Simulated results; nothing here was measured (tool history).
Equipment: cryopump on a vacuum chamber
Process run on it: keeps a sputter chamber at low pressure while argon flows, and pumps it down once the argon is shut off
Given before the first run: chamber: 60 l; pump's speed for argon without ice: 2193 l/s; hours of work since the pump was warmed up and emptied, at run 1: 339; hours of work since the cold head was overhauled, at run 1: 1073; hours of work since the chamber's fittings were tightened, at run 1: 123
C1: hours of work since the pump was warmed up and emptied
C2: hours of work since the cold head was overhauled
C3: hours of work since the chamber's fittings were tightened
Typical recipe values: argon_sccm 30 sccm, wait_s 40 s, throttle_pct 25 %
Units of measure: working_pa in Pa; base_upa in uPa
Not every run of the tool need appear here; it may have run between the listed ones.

run 1 hour=0.0 | argon_sccm=30 wait_s=40 throttle_pct=25 | C1=339 C2=1073 C3=123 | working_pa=0.0976 base_upa=1.47
run 2 hour=16.3 | argon_sccm=30 wait_s=40 throttle_pct=25 | C1=352 C2=1087 C3=136 | working_pa=0.0970 base_upa=1.46
run 3 hour=34.6 | argon_sccm=30 wait_s=40 throttle_pct=25 | C1=367 C2=1102 C3=151 | working_pa=0.0975 base_upa=1.49
run 4 hour=68.4 | argon_sccm=30 wait_s=40 throttle_pct=25 | C1=395 C2=1130 C3=179 | working_pa=0.0971 base_upa=1.62
run 5 hour=90.6 | argon_sccm=47 wait_s=40 throttle_pct=25 | C1=413 C2=1148 C3=197 | working_pa=0.1539 base_upa=1.67
run 6 hour=123.9 | argon_sccm=30 wait_s=40 throttle_pct=25 | C1=441 C2=1175 C3=225 | working_pa=0.0982 base_upa=1.65
run 7 hour=139.9 | argon_sccm=30 wait_s=40 throttle_pct=25 | C1=454 C2=1188 C3=238 | working_pa=0.0994 base_upa=1.58
run 8 hour=167.8 | argon_sccm=30 wait_s=40 throttle_pct=18 | C1=477 C2=1211 C3=261 | working_pa=0.1345 base_upa=1.72
run 9 hour=197.3 | argon_sccm=30 wait_s=40 throttle_pct=25 | C1=501 C2=1236 C3=285 | working_pa=0.0992 base_upa=1.70
run 10 hour=231.2 | argon_sccm=30 wait_s=40 throttle_pct=25 | C1=529 C2=1264 C3=313 | working_pa=0.1012 base_upa=1.73
run 11 hour=261.4 | argon_sccm=30 wait_s=257 throttle_pct=25 | C1=554 C2=1288 C3=338 | working_pa=0.1016 base_upa=0.81
run 12 hour=284.9 | argon_sccm=30 wait_s=257 throttle_pct=25 | C1=573 C2=1308 C3=357 | working_pa=0.1009 base_upa=0.86
run 13 hour=320.8 | argon_sccm=22 wait_s=40 throttle_pct=25 | C1=603 C2=1337 C3=387 | working_pa=0.0737 base_upa=1.91
run 14 hour=344.8 | argon_sccm=17 wait_s=224 throttle_pct=30 | C1=622 C2=1357 C3=406 | working_pa=0.0488 base_upa=0.96
run 15 hour=361.1 | argon_sccm=48 wait_s=76 throttle_pct=30 | C1=636 C2=1370 C3=420 | working_pa=0.1395 base_upa=1.39
run 16 hour=384.5 | argon_sccm=48 wait_s=76 throttle_pct=30 | C1=655 C2=1390 C3=439 | working_pa=0.1394 base_upa=1.46
run 17 hour=401.2 | argon_sccm=38 wait_s=255 throttle_pct=30 | C1=669 C2=1403 C3=453 | working_pa=0.1111 base_upa=1.03
run 18 hour=423.6 | argon_sccm=25 wait_s=285 throttle_pct=25 | C1=687 C2=1422 C3=471 | working_pa=0.0856 base_upa=1.03
run 19 hour=443.0 | argon_sccm=25 wait_s=285 throttle_pct=25 | C1=703 C2=1438 C3=487 | working_pa=0.0864 base_upa=1.07
run 20 hour=468.2 | argon_sccm=39 wait_s=51 throttle_pct=41 | C1=724 C2=1459 C3=508 | working_pa=0.0892 base_upa=1.85
-- hour=486.7 pump warmed up, emptied and cooled again
run 21 hour=493.9 | argon_sccm=47 wait_s=159 throttle_pct=15 | C1=6 C2=1476 C3=525 | working_pa=0.2432 base_upa=0.95

What if the next run were any one of these 5? Each begins from the tool's condition after run 21:
run A hour=517.6 | argon_sccm=14 wait_s=159 throttle_pct=15 | C1=25 C2=1495 C3=544 | working_pa=? base_upa=?
run B hour=517.6 | argon_sccm=47 wait_s=54 throttle_pct=19 | C1=25 C2=1495 C3=544 | working_pa=? base_upa=?
run C hour=517.6 | argon_sccm=31 wait_s=24 throttle_pct=21 | C1=25 C2=1495 C3=544 | working_pa=? base_upa=?
run D hour=517.6 | argon_sccm=14 wait_s=233 throttle_pct=25 | C1=25 C2=1495 C3=544 | working_pa=? base_upa=?
run E hour=517.6 | argon_sccm=44 wait_s=159 throttle_pct=15 | C1=25 C2=1495 C3=544 | working_pa=? base_upa=?

run=A working_pa=0.0732 base_upa=0.98
run=B working_pa=0.1926 base_upa=1.50
run=C working_pa=0.1144 base_upa=2.63
run=D working_pa=0.0428 base_upa=0.89
run=E working_pa=0.2266 base_upa=0.99
With the hidden condition removed and each run's random variation left untouched, the same runs would have given:
run=A working_pa=0.0727 base_upa=0.44
run=B working_pa=0.1912 base_upa=0.95
run=C working_pa=0.1134 base_upa=2.08
run=D working_pa=0.0424 base_upa=0.34
run=E working_pa=0.2253 base_upa=0.44

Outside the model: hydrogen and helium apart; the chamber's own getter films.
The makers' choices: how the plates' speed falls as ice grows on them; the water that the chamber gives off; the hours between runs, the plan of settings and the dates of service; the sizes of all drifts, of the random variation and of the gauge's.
